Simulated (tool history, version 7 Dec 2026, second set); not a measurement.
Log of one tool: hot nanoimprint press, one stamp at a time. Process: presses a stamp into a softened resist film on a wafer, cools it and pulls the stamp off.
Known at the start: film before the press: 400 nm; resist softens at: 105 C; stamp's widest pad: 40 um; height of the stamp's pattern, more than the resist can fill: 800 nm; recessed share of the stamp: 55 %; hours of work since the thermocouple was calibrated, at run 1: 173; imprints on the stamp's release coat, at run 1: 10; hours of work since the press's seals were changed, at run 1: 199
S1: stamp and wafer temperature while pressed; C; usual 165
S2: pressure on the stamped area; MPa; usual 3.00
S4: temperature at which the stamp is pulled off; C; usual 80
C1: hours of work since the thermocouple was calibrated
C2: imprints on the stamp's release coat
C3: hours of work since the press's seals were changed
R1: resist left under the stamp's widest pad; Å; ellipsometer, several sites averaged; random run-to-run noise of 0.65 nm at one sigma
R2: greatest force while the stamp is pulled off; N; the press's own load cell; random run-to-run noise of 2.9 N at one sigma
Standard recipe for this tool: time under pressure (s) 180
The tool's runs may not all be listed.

{"run": 1, "day": 0.0, "S1": 165, "S2": 3.0, "time under pressure (s)": 180, "S4": 80, "C1": 173, "C2": 10, "C3": 199, "R1": 1647, "R2": 129}
{"run": 2, "day": 0.683, "S1": 165, "S2": 3.0, "time under pressure (s)": 180, "S4": 80, "C1": 182, "C2": 64, "C3": 208, "R1": 1642, "R2": 134}
{"run": 3, "day": 1.4, "S1": 175, "S2": 3.0, "time under pressure (s)": 180, "S4": 80, "C1": 191, "C2": 121, "C3": 218, "R1": 1091, "R2": 140}
{"run": 4, "day": 2.162, "S1": 175, "S2": 3.0, "time under pressure (s)": 180, "S4": 80, "C1": 201, "C2": 181, "C3": 228, "R1": 1091, "R2": 143}
{"run": 5, "day": 3.038, "S1": 175, "S2": 3.0, "time under pressure (s)": 180, "S4": 80, "C1": 213, "C2": 250, "C3": 240, "R1": 1092, "R2": 138}
{"run": 6, "day": 4.0, "S1": 175, "S2": 3.0, "time under pressure (s)": 180, "S4": 80, "C1": 226, "C2": 326, "C3": 252, "R1": 1088, "R2": 142}
{"run": 7, "day": 5.154, "S1": 175, "S2": 3.0, "time under pressure (s)": 180, "S4": 80, "C1": 241, "C2": 417, "C3": 268, "R1": 1094, "R2": 145}
{"run": 8, "day": 6.462, "S1": 165, "S2": 3.0, "time under pressure (s)": 180, "S4": 80, "C1": 258, "C2": 520, "C3": 285, "R1": 1633, "R2": 151}
{"run": 9, "day": 7.217, "S1": 168, "S2": 3.0, "time under pressure (s)": 180, "S4": 80, "C1": 268, "C2": 580, "C3": 295, "R1": 1440, "R2": 153}
{"run": 10, "day": 8.358, "S1": 168, "S2": 3.0, "time under pressure (s)": 180, "S4": 80, "C1": 284, "C2": 670, "C3": 310, "R1": 1442, "R2": 151}
{"run": 11, "day": 9.067, "S1": 168, "S2": 3.0, "time under pressure (s)": 180, "S4": 80, "C1": 293, "C2": 726, "C3": 320, "R1": 1439, "R2": 153}
{"run": 12, "day": 9.829, "S1": 165, "S2": 2.17, "time under pressure (s)": 180, "S4": 80, "C1": 303, "C2": 786, "C3": 330, "R1": 1953, "R2": 161}
{"run": 13, "day": 10.817, "S1": 165, "S2": 4.73, "time under pressure (s)": 180, "S4": 80, "C1": 316, "C2": 864, "C3": 343, "R1": 1241, "R2": 162}
{"run": 14, "day": 12.196, "S1": 165, "S2": 3.0, "time under pressure (s)": 180, "S4": 80, "C1": 335, "C2": 973, "C3": 361, "R1": 1619, "R2": 164}
{"run": 15, "day": 13.779, "S1": 165, "S2": 3.0, "time under pressure (s)": 180, "S4": 80, "C1": 356, "C2": 1097, "C3": 382, "R1": 1613, "R2": 170}
{"run": 16, "day": 15.292, "S1": 165, "S2": 3.0, "time under pressure (s)": 144, "S4": 80, "C1": 376, "C2": 1217, "C3": 402, "R1": 1741, "R2": 171}
{"run": 17, "day": 16.329, "S1": 165, "S2": 2.01, "time under pressure (s)": 340, "S4": 87, "C1": 389, "C2": 1299, "C3": 416, "R1": 1632, "R2": 154}
{"run": 18, "day": 17.796, "S1": 165, "S2": 2.01, "time under pressure (s)": 340, "S4": 87, "C1": 409, "C2": 1414, "C3": 436, "R1": 1650, "R2": 154}
{"run": 19, "day": 19.138, "S1": 165, "S2": 2.01, "time under pressure (s)": 340, "S4": 87, "C1": 427, "C2": 1520, "C3": 453, "R1": 1625, "R2": 163}
{"run": 20, "day": 20.075, "S1": 165, "S2": 3.18, "time under pressure (s)": 180, "S4": 84, "C1": 439, "C2": 1594, "C3": 466, "R1": 1572, "R2": 180}
{"run": 21, "day": 21.558, "S1": 165, "S2": 3.18, "time under pressure (s)": 180, "S4": 84, "C1": 459, "C2": 1711, "C3": 485, "R1": 1544, "R2": 176}
{"run": 22, "day": 22.775, "S1": 165, "S2": 3.18, "time under pressure (s)": 113, "S4": 84, "C1": 475, "C2": 1807, "C3": 502, "R1": 1815, "R2": 180}
{"run": 23, "day": 23.662, "S1": 158, "S2": 3.27, "time under pressure (s)": 159, "S4": 80, "C1": 487, "C2": 1877, "C3": 513, "R1": 2164, "R2": 212}
{"run": 24, "day": 25.242, "S1": 158, "S2": 3.27, "time under pressure (s)": 159, "S4": 80, "C1": 508, "C2": 2002, "C3": 534, "R1": 2131, "R2": 203}
{"day": 26.175, "done": "press's hydraulic seals changed and the load cell set to zero"}
{"run": 25, "day": 26.617, "S1": 167, "S2": 3.0, "time under pressure (s)": 264, "S4": 80, "C1": 522, "C2": 2084, "C3": 6, "R1": 1246, "R2": 202}
{"day": 27.488, "done": "stamp cleaned and given a new release coat"}
{"run": 26, "day": 28.267, "S1": 175, "S2": 3.02, "time under pressure (s)": 117, "S4": 66, "C1": 540, "C2": 61, "C3": 24, "R1": 1199, "R2": 166}
{"day": 28.846, "done": "plate thermocouple calibrated"}
{"run": 27, "day": 30.0, "S1": 156, "S2": 3.14, "time under pressure (s)": 193, "S4": 80, "C1": 15, "C2": 188, "C3": 46, "R1": 2383, "R2": 140}
{"run": 28, "day": 30.979, "S1": 165, "S2": 4.24, "time under pressure (s)": 180, "S4": 73, "C1": 28, "C2": 265, "C3": 59, "R1": 1354, "R2": 163}
{"run": 29, "day": 32.092, "S1": 165, "S2": 3.0, "time under pressure (s)": 180, "S4": 72, "C1": 43, "C2": 353, "C3": 74, "R1": 1668, "R2": 171}
{"run": 30, "day": 33.038, "S1": 165, "S2": 2.23, "time under pressure (s)": 359, "S4": 85, "C1": 56, "C2": 428, "C3": 86, "R1": 1571, "R2": 131}

Each run again, without the hidden state but with its own random variation kept:
The tool's hidden condition here consists of: true temperature over the reading, C; pressure that arrives at the usual setting, %; grip of the stamp's worn release coat, % over a new coat's; drift of the gauge itself on residual_nm, %; drift of the gauge itself on pull_off_n, %.
run=1 R1=1664 R2=130
run=2 R1=1660 R2=133
run=3 R1=1100 R2=137
run=4 R1=1101 R2=138
run=5 R1=1102 R2=131
run=6 R1=1099 R2=132
run=7 R1=1106 R2=132
run=8 R1=1660 R2=134
run=9 R1=1464 R2=134
run=10 R1=1467 R2=130
run=11 R1=1466 R2=130
run=12 R1=2001 R2=135
run=13 R1=1255 R2=133
run=14 R1=1657 R2=132
run=15 R1=1653 R2=133
run=16 R1=1787 R2=130
run=17 R1=1690 R2=116
run=18 R1=1712 R2=113
run=19 R1=1689 R2=117
run=20 R1=1620 R2=128
run=21 R1=1594 R2=122
run=22 R1=1873 R2=122
run=23 R1=2244 R2=142
run=24 R1=2214 R2=132
run=25 R1=1332 R2=129
run=26 R1=1272 R2=168
run=27 R1=2375 R2=133
run=28 R1=1348 R2=153
run=29 R1=1665 R2=157
run=30 R1=1572 R2=118
